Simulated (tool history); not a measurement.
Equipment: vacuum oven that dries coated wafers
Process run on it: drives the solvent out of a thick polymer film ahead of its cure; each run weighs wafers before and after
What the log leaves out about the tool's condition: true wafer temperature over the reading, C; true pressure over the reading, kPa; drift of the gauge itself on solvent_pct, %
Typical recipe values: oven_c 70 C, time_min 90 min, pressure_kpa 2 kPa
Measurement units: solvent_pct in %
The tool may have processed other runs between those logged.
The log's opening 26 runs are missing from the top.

run,hour,oven_c,time_min,pressure_kpa,hours of work since the thermocouples were calibrated,hours of work since the vacuum gauge was cleaned of residue,solvent_pct
27,404.7,77,93,4.43,613,345,2.56
28,424.6,77,81,5.63,624,355,3.31
29,446.8,77,81,5.63,636,367,3.47
30,464.1,59,120,4.62,645,376,6.37
31,474.3,59,120,5.01,651,382,6.84
32,488.9,59,120,5.01,659,390,6.86
33,505.4,70,161,2.93,667,399,2.04
34,522.1,70,161,2.93,676,408,2.06
35,544.2,70,161,2.93,688,419,2.1
36,565,63,118,2.93,699,431,3.78
37,584,73,151,1.61,710,441,1.18
38,594.1,78,54,2.4,715,446,2.56
39,605.2,78,54,2.4,721,452,2.65
40,625.6,58,91,1.78,732,463,5.01
41,642.5,58,91,1.78,741,472,5.02
42,653.6,70,121,1.05,747,478,1.23
43,665.3,58,102,1.05,753,484,3.87
44,683.6,70,95,3.04,763,494,2.91
45,702.5,82,72,2,773,504,1.13
46,724.8,77,77,2,785,516,1.71
47,738.6,59,77,1.05,792,524,5
48,752.2,80,85,2.79,800,531,1.48

Each row is a separate what-if for the run after 48, all from the same tool condition, not one after another. Results?
A,767.5,70,90,3.53,808,539,?
B,767.5,64,61,2.79,808,539,?
C,767.5,81,56,1.05,808,539,?

run,solvent_pct
A,3.38
B,5.8
C,1.39
Without the tool's hidden state the same runs would have given:
run,solvent_pct
A,3.38
B,5.81
C,1.4
